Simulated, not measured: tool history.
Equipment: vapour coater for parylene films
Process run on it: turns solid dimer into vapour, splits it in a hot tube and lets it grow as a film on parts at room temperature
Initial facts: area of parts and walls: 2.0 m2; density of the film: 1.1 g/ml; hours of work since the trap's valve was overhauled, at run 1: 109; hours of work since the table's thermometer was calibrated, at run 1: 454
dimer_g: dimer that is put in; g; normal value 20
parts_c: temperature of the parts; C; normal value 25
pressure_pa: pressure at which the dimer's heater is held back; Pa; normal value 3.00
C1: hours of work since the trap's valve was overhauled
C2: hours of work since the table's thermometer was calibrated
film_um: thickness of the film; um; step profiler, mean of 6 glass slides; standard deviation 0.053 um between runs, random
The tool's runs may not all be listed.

Run 1, day 0.000: usual settings; C1 109; C2 454. Result: film_um 6.63 um.
Run 2, day 0.842: usual settings; C1 121; C2 466. Result: film_um 6.60 um.
Run 3, day 1.683: usual settings; C1 134; C2 479. Result: film_um 6.56 um.
Run 4, day 2.621: usual settings; C1 147; C2 493. Result: film_um 6.52 um.
Run 5, day 3.329: usual settings; C1 158; C2 503. Result: film_um 6.54 um.
Run 6, day 4.183: usual settings but pressure_pa 5.87 Pa; C1 170; C2 516. Result: film_um 5.81 um.
Run 7, day 5.154: usual settings but pressure_pa 5.87 Pa; C1 185; C2 530. Result: film_um 5.81 um.
Run 8, day 6.067: usual settings but pressure_pa 2.15 Pa; C1 198; C2 543. Result: film_um 6.86 um.
Run 9, day 6.562: usual settings but pressure_pa 2.15 Pa; C1 205; C2 551. Result: film_um 6.88 um.
Run 10, day 7.508: usual settings but pressure_pa 2.15 Pa; C1 219; C2 565. Result: film_um 6.89 um.
Run 11, day 8.492: usual settings but pressure_pa 2.15 Pa; C1 234; C2 579. Result: film_um 6.84 um.
Run 12, day 8.904: usual settings but pressure_pa 2.29 Pa; C1 240; C2 585. Result: film_um 6.86 um.
Run 13, day 9.625: usual settings but pressure_pa 2.83 Pa; C1 250; C2 596. Result: film_um 6.51 um.
Run 14, day 10.517: usual settings but dimer_g 19 g; C1 264; C2 609. Result: film_um 6.04 um.
Run 15, day 10.933: usual settings; C1 270; C2 615. Result: film_um 6.50 um.
Run 16, day 11.462: usual settings; C1 277; C2 623. Result: film_um 6.37 um.
Run 17, day 12.183: usual settings but pressure_pa 6.03 Pa; C1 288; C2 633. Result: film_um 5.63 um.
Run 18, day 12.638: usual settings but pressure_pa 6.03 Pa; C1 295; C2 640. Result: film_um 5.70 um.
Run 19, day 13.150: usual settings but dimer_g 17 g; C1 302; C2 648. Result: film_um 5.47 um.
Run 20, day 13.867: usual settings but dimer_g 17 g; C1 313; C2 658. Result: film_um 5.41 um.
Run 21, day 14.750: usual settings but parts_c 37 C; C1 326; C2 671. Result: film_um 4.96 um.
Run 22, day 15.342: usual settings but parts_c 37 C; C1 335; C2 680. Result: film_um 4.93 um.
Run 23, day 16.238: usual settings but parts_c 37 C; C1 348; C2 693. Result: film_um 4.95 um.
Run 24, day 16.721: usual settings but parts_c 37 C; C1 355; C2 700. Result: film_um 4.94 um.
Run 25, day 17.300: usual settings but dimer_g 33 g, parts_c 21 C; C1 363; C2 709. Result: film_um 11.45 um.
Run 26, day 18.254: usual settings but dimer_g 33 g, parts_c 21 C; C1 377; C2 723. Result: film_um 11.15 um.
Run 27, day 19.071: usual settings but parts_c 32 C; C1 389; C2 735. Result: film_um 5.34 um.
Run 28, day 20.008: usual settings but dimer_g 12 g, parts_c 27 C; C1 403; C2 749. Result: film_um 3.63 um.
Run 29, day 20.579: usual settings but dimer_g 19 g, parts_c 18 C, pressure_pa 5.38 Pa; C1 412; C2 757. Result: film_um 6.23 um.
Run 30, day 21.075: usual settings but dimer_g 35 g, parts_c 18 C, pressure_pa 5.38 Pa; C1 419; C2 764. Result: film_um 11.30 um.
Run 31, day 21.796: usual settings but dimer_g 18 g, parts_c 18 C, pressure_pa 5.84 Pa; C1 430; C2 775. Result: film_um 5.75 um.
Run 32, day 22.571: usual settings but dimer_g 18 g, pressure_pa 4.07 Pa; C1 441; C2 786. Result: film_um 5.29 um.
Run 33, day 23.483: usual settings but dimer_g 12 g, parts_c 20 C, pressure_pa 2.67 Pa; C1 454; C2 800. Result: film_um 4.18 um.
Run 34, day 24.008: usual settings but dimer_g 23 g, pressure_pa 5.12 Pa; C1 462; C2 808. Result: film_um 6.41 um.
Run 35, day 24.588: usual settings but dimer_g 23 g, pressure_pa 5.12 Pa; C1 471; C2 816. Result: film_um 6.43 um.
Run 36, day 25.571: usual settings but dimer_g 15 g, parts_c 20 C, pressure_pa 5.12 Pa; C1 485; C2 831. Result: film_um 4.60 um.
Run 37, day 26.538: usual settings but dimer_g 22 g, parts_c 22 C, pressure_pa 11.69 Pa; C1 499; C2 845. Result: film_um 5.62 um.
Run 38, day 27.258: usual settings but dimer_g 22 g, parts_c 20 C, pressure_pa 9.03 Pa; C1 510; C2 855. Result: film_um 6.14 um.
Run 39, day 27.996: usual settings but dimer_g 22 g, parts_c 20 C, pressure_pa 5.77 Pa; C1 521; C2 866. Result: film_um 6.57 um.
Run 40, day 28.721: usual settings but dimer_g 15 g; C1 532; C2 877. Result: film_um 4.58 um.
Run 41, day 29.579: usual settings but dimer_g 9 g, parts_c 20 C; C1 544; C2 890. Result: film_um 3.07 um.
Run 42, day 30.208: usual settings but dimer_g 9 g, parts_c 20 C; C1 553; C2 899. Result: film_um 3.02 um.
Run 43, day 30.879: usual settings but dimer_g 10 g; C1 563; C2 909. Result: film_um 3.01 um.
Run 44, day 31.604: usual settings but dimer_g 10 g; C1 574; C2 919. Result: film_um 3.00 um.
Run 45, day 32.338: usual settings but parts_c 27 C, pressure_pa 9.05 Pa; C1 585; C2 930. Result: film_um 4.74 um.
Run 46, day 32.788: usual settings but parts_c 27 C, pressure_pa 9.05 Pa; C1 591; C2 937. Result: film_um 4.67 um.
Run 47, day 33.658: usual settings but parts_c 27 C, pressure_pa 9.05 Pa; C1 604; C2 950. Result: film_um 4.67 um.

Selected run-to-run steps in film_um, each split into two signed amounts: the part the tool would show with no hidden state at all (from settings, incoming material and random variation), and the remainder, which goes to the hidden state together with any gauge scatter not common to the measured and the hidden-state-free results:
Hidden conditions of the tool in this case: vapour lost through the trap's worn valve, %; true temperature of the parts over the reading, C; drift of the gauge itself on film_um, %.
Run 24 -> 25: dimer_g 20 -> 33, parts_c 37 -> 21. film_um +6.51 um: hidden state -0.55, all else +7.06.
Run 26 -> 27: dimer_g 33 -> 20, parts_c 21 -> 32. film_um -5.81 um: hidden state +0.49, all else -6.30.
Run 29 -> 30: dimer_g 19 -> 35. film_um +5.07 um: hidden state -0.50, all else +5.57.
Run 30 -> 31: dimer_g 35 -> 18, pressure_pa 5.38 -> 5.84. film_um -5.55 um: hidden state +0.52, all else -6.07.

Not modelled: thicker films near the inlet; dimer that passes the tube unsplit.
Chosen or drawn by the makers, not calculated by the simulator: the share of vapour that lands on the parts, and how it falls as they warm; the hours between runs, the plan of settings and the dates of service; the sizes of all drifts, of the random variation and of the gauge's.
